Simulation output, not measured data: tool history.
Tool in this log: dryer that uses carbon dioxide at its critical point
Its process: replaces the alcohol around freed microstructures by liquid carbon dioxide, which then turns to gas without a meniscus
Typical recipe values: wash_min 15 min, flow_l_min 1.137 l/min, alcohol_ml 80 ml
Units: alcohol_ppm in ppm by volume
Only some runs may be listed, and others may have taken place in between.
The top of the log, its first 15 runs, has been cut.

run	hour	wash_min	flow_l_min	alcohol_ml	alcohol_ppm
16	345	15	0.69	80	1303
17	377.8	15	1.05	80	273
18	407.6	17	1.38	33	97
19	432	17	1.38	33	108
20	451.5	15	1.38	51	117
21	475.4	17	1.44	30	117
22	500.7	10	1.55	29	185
23	517.8	22	0.69	29	218
24	536.7	19	0.69	29	316
25	561.3	12	0.75	111	2879
26	593	15	1.39	32	153
27	607.1	10	1.74	62	210
28	633.1	10	1.74	62	212
29	656.4	15	1.137	38	211
30	673.6	15	0.74	80	1177
31	697.9	11	1	37	616

Here are 3 independent what-if runs from the current tool condition. What would each one return?
A	713.2	11	1.14	37	?
B	713.2	16	1.89	56	?
C	713.2	15	1.89	38	?

run	alcohol_ppm
A	426
B	167
C	171
Without the tool's unlogged condition, the same runs would have read:
run	alcohol_ppm
A	235
B	4
C	9

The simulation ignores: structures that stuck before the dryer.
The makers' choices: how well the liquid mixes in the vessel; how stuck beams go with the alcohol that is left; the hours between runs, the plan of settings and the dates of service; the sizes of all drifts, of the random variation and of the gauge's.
